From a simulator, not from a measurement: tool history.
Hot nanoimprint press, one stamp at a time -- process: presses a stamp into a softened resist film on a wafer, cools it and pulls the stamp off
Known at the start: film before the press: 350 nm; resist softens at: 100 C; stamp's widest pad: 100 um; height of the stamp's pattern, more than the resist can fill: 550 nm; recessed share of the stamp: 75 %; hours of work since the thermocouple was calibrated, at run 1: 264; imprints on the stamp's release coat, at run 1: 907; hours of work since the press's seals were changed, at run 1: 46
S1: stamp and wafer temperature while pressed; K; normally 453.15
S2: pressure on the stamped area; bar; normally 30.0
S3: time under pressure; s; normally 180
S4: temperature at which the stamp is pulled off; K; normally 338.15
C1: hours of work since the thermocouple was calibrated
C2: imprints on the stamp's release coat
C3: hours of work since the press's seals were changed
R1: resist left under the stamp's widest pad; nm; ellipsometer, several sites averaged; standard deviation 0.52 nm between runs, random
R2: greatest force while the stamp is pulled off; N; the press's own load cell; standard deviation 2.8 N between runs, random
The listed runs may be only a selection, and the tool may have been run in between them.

{"run": 1, "hour": 0.0, "S1": 453.15, "S2": 30.0, "S3": 180, "S4": 338.15, "C1": 264, "C2": 907, "C3": 46, "R1": 142.6, "R2": 154}
{"run": 2, "hour": 10.1, "S1": 461.15, "S2": 30.0, "S3": 180, "S4": 338.15, "C1": 269, "C2": 926, "C3": 50, "R1": 98.4, "R2": 167}
{"run": 3, "hour": 17.9, "S1": 453.15, "S2": 30.0, "S3": 107, "S4": 338.15, "C1": 272, "C2": 940, "C3": 53, "R1": 175.8, "R2": 166}
{"run": 4, "hour": 24.3, "S1": 453.15, "S2": 30.0, "S3": 107, "S4": 338.15, "C1": 275, "C2": 952, "C3": 56, "R1": 175.8, "R2": 163}
{"run": 5, "hour": 35.8, "S1": 453.15, "S2": 30.0, "S3": 107, "S4": 338.15, "C1": 280, "C2": 974, "C3": 61, "R1": 174.6, "R2": 164}
{"run": 6, "hour": 46.9, "S1": 459.15, "S2": 30.0, "S3": 180, "S4": 338.15, "C1": 284, "C2": 995, "C3": 66, "R1": 108.5, "R2": 156}
{"run": 7, "hour": 58.2, "S1": 459.15, "S2": 43.4, "S3": 180, "S4": 338.15, "C1": 289, "C2": 1016, "C3": 71, "R1": 90.9, "R2": 158}
{"run": 8, "hour": 68.9, "S1": 453.15, "S2": 30.0, "S3": 180, "S4": 338.15, "C1": 294, "C2": 1036, "C3": 75, "R1": 141.9, "R2": 160}
{"run": 9, "hour": 78.3, "S1": 453.15, "S2": 30.0, "S3": 180, "S4": 338.15, "C1": 298, "C2": 1053, "C3": 79, "R1": 142.0, "R2": 164}
{"run": 10, "hour": 90.4, "S1": 453.15, "S2": 30.0, "S3": 180, "S4": 338.15, "C1": 303, "C2": 1076, "C3": 84, "R1": 141.9, "R2": 166}
{"run": 11, "hour": 101.8, "S1": 457.15, "S2": 30.0, "S3": 180, "S4": 338.15, "C1": 308, "C2": 1097, "C3": 89, "R1": 118.2, "R2": 166}
{"run": 12, "hour": 107.1, "S1": 457.15, "S2": 30.0, "S3": 180, "S4": 340.15, "C1": 310, "C2": 1107, "C3": 92, "R1": 118.4, "R2": 160}
{"run": 13, "hour": 118.6, "S1": 453.15, "S2": 34.6, "S3": 180, "S4": 338.15, "C1": 315, "C2": 1129, "C3": 96, "R1": 134.6, "R2": 170}
{"run": 14, "hour": 124.2, "S1": 453.15, "S2": 34.6, "S3": 180, "S4": 338.15, "C1": 318, "C2": 1139, "C3": 99, "R1": 133.5, "R2": 168}
{"run": 15, "hour": 130.5, "S1": 453.15, "S2": 21.9, "S3": 180, "S4": 338.15, "C1": 320, "C2": 1151, "C3": 102, "R1": 161.3, "R2": 165}
{"run": 16, "hour": 140.2, "S1": 453.15, "S2": 21.9, "S3": 180, "S4": 338.15, "C1": 325, "C2": 1169, "C3": 106, "R1": 160.8, "R2": 164}
{"run": 17, "hour": 152.0, "S1": 453.15, "S2": 21.9, "S3": 180, "S4": 338.15, "C1": 330, "C2": 1191, "C3": 111, "R1": 161.9, "R2": 175}
{"run": 18, "hour": 162.0, "S1": 463.15, "S2": 20.2, "S3": 136, "S4": 328.15, "C1": 334, "C2": 1210, "C3": 115, "R1": 121.1, "R2": 183}
{"run": 19, "hour": 169.4, "S1": 464.15, "S2": 20.2, "S3": 136, "S4": 343.15, "C1": 337, "C2": 1224, "C3": 118, "R1": 115.9, "R2": 158}
{"run": 20, "hour": 177.8, "S1": 464.15, "S2": 20.2, "S3": 356, "S4": 333.15, "C1": 341, "C2": 1240, "C3": 122, "R1": 74.9, "R2": 178}
{"run": 21, "hour": 185.3, "S1": 460.15, "S2": 37.2, "S3": 112, "S4": 333.15, "C1": 344, "C2": 1254, "C3": 125, "R1": 115.2, "R2": 177}

The next listed run, before its measurement:
{"hour": 188.9, "done": "plate thermocouple calibrated"}
{"run": 22, "hour": 194.8, "S1": 460.15, "S2": 37.2, "S3": 112, "S4": 333.15, "C1": 3, "C2": 1266, "C3": 128, "R1": "?", "R2": "?"}

Logged for run 22: R1 113.8 nm, R2 179 N.
On a tool with no hidden condition, and with the same random variation, this run would have come out at R1 120.2 nm, R2 140 N.

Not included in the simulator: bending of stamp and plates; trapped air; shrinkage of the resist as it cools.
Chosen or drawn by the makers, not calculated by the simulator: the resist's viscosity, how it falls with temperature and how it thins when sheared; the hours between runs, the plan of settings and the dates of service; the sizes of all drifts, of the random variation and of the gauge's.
